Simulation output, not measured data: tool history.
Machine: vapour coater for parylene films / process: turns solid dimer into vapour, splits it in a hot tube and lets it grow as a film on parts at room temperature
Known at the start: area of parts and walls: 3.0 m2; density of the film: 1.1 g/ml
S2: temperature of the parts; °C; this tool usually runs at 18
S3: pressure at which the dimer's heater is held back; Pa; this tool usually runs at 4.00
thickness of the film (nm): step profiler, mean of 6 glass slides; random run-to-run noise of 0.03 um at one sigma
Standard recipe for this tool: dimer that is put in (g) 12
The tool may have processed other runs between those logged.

Run 1, hour 0.0: usual settings. Result: thickness of the film (nm) 2510.
At hour 54.7: trap's valve overhauled.
Run 2, hour 54.7: usual settings. Result: thickness of the film (nm) 2900.
Run 3, hour 97.3: usual settings. Result: thickness of the film (nm) 2800.
Run 4, hour 137.4: usual settings. Result: thickness of the film (nm) 2820.
Run 5, hour 171.7: usual settings. Result: thickness of the film (nm) 2780.
Run 6, hour 200.4: usual settings. Result: thickness of the film (nm) 2750.
Run 7, hour 248.9: usual settings. Result: thickness of the film (nm) 2720.
Run 8, hour 279.0: usual settings. Result: thickness of the film (nm) 2690.
Run 9, hour 325.3: usual settings but S3 5.69 Pa. Result: thickness of the film (nm) 2470.
Run 10, hour 361.4: usual settings. Result: thickness of the film (nm) 2550.
Run 11, hour 390.0: usual settings. Result: thickness of the film (nm) 2610.
Run 12, hour 425.1: usual settings. Result: thickness of the film (nm) 2610.
Run 13, hour 468.6: usual settings but dimer that is put in (g) 15, S2 19 °C, S3 3.75 Pa. Result: thickness of the film (nm) 3090.
At hour 502.1: trap's valve overhauled.
Run 14, hour 512.0: usual settings but dimer that is put in (g) 15, S2 19 °C, S3 3.75 Pa. Result: thickness of the film (nm) 3550.
Run 15, hour 544.1: usual settings but dimer that is put in (g) 9, S2 12 °C, S3 8.02 Pa. Result: thickness of the film (nm) 2310.
Run 16, hour 595.7: usual settings but dimer that is put in (g) 9, S2 12 °C, S3 8.02 Pa. Result: thickness of the film (nm) 2240.
Run 17, hour 625.8: usual settings but dimer that is put in (g) 9, S2 12 °C, S3 8.02 Pa. Result: thickness of the film (nm) 2230.
Run 18, hour 683.9: usual settings but dimer that is put in (g) 7, S2 13 °C, S3 7.72 Pa. Result: thickness of the film (nm) 1680.
Run 19, hour 741.9: usual settings but S2 30 °C, S3 4.03 Pa. Result: thickness of the film (nm) 1660.
Run 20, hour 781.6: usual settings but S2 30 °C, S3 4.03 Pa. Result: thickness of the film (nm) 1690.
Run 21, hour 830.1: usual settings but dimer that is put in (g) 15, S2 16 °C, S3 7.89 Pa. Result: thickness of the film (nm) 3080.
Run 22, hour 858.7: usual settings but dimer that is put in (g) 19, S2 19 °C, S3 2.27 Pa. Result: thickness of the film (nm) 4550.
Run 23, hour 902.0: usual settings but dimer that is put in (g) 14, S2 12 °C, S3 2.58 Pa. Result: thickness of the film (nm) 3740.

Each row is a separate what-if for the run after 23, all from the same tool condition, not one after another. Results?
Run A, hour 926.7: usual settings but dimer that is put in (g) 14, S2 10 °C, S3 2.58 Pa. Result: thickness of the film (nm) ?.
Run B, hour 926.7: usual settings but dimer that is put in (g) 9, S2 25 °C, S3 5.15 Pa. Result: thickness of the film (nm) ?.
Run C, hour 926.7: usual settings but dimer that is put in (g) 7. Result: thickness of the film (nm) ?.
Run D, hour 926.7: usual settings but dimer that is put in (g) 8, S2 17 °C, S3 5.84 Pa. Result: thickness of the film (nm) ?.
Run E, hour 926.7: usual settings but dimer that is put in (g) 11, S2 29 °C, S3 8.04 Pa. Result: thickness of the film (nm) ?.

run  thickness of the film (nm)
  A                        3660
  B                        1380
  C                        1500
  D                        1660
  E                        1310
The same runs, with their run-to-run variation unchanged, on a tool lacking any hidden condition would have given:
run  thickness of the film (nm)
  A                        4160
  B                        1540
  C                        1670
  D                        1840
  E                        1460

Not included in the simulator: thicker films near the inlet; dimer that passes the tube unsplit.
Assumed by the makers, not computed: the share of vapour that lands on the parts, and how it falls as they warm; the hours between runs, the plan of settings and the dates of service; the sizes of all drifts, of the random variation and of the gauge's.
